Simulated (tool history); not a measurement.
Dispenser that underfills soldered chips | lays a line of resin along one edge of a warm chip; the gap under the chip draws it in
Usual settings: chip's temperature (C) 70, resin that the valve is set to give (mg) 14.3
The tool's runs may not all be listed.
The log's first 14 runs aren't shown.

run,hour,chip's temperature (C),resin that the valve is set to give (mg),hours of work since the syringe was changed,hours of work since the valve was cleaned,hours of work since the stage was calibrated,time until the resin shows at the far edge (s),resin that the valve gave (mg)
15,53.9,70,15.2,4,33,128,121.6,14.94
16,58.5,65,14.3,8,37,131,204.0,13.94
# hour 60.9: new syringe of resin
17,61.0,65,14.3,0,39,133,128.7,13.99
18,64.7,70,14.3,3,42,136,121.3,13.93
19,69.5,83,13.3,7,45,140,76.9,13.04
20,72.3,83,13.3,9,48,142,90.6,12.99
# hour 72.9: new syringe of resin
21,76.0,57,13.1,2,50,145,240.6,12.79
22,78.7,57,13.1,5,52,147,275.7,12.77
23,82.4,57,13.1,7,55,150,327.2,12.71
# hour 85.0: new syringe of resin
24,85.8,63,15.2,1,58,152,148.9,14.76
25,89.6,63,15.2,4,61,155,182.4,14.71
26,92.5,69,15.9,6,63,157,150.2,15.28
27,94.5,61,18.1,7,65,159,256.4,17.37
# hour 96.9: new syringe of resin
28,97.2,74,12.6,0,67,161,81.3,12.12
29,99.2,68,14.3,2,68,162,121.9,13.78
# hour 101.3: dispensing valve cleaned and set on the balance
30,102.3,68,14.3,3,1,164,136.1,14.26
31,105.0,68,14.3,6,3,166,157.2,14.20
32,107.8,57,13.0,8,5,168,337.6,12.91
# hour 110.0: new syringe of resin
33,112.8,83,14.3,2,9,172,56.1,14.21
34,117.4,83,14.3,6,12,176,72.1,14.18
35,119.5,56,14.2,8,14,177,346.6,14.08

5 ways to go on from here, each from the tool as it stands after run 35. What would each give?
# hour 122.1: new syringe of resin
A,123.0,77,15.8,1,17,180,?,?
# hour 122.1: new syringe of resin
B,123.0,70,13.0,1,17,180,?,?
# hour 122.1: new syringe of resin
C,123.0,56,18.2,1,17,180,?,?
# hour 122.1: new syringe of resin
D,123.0,65,15.8,1,17,180,?,?
# hour 122.1: new syringe of resin
E,123.0,70,16.2,1,17,180,?,?

run,time until the resin shows at the far edge (s),resin that the valve gave (mg)
A,67.8,15.66
B,102.2,12.81
C,216.0,18.03
D,130.3,15.56
E,99.8,16.11
Without the tool's hidden state the same runs would have given:
run,time until the resin shows at the far edge (s),resin that the valve gave (mg)
A,67.3,15.84
B,101.5,12.96
C,215.5,18.24
D,129.7,15.74
E,99.3,16.29
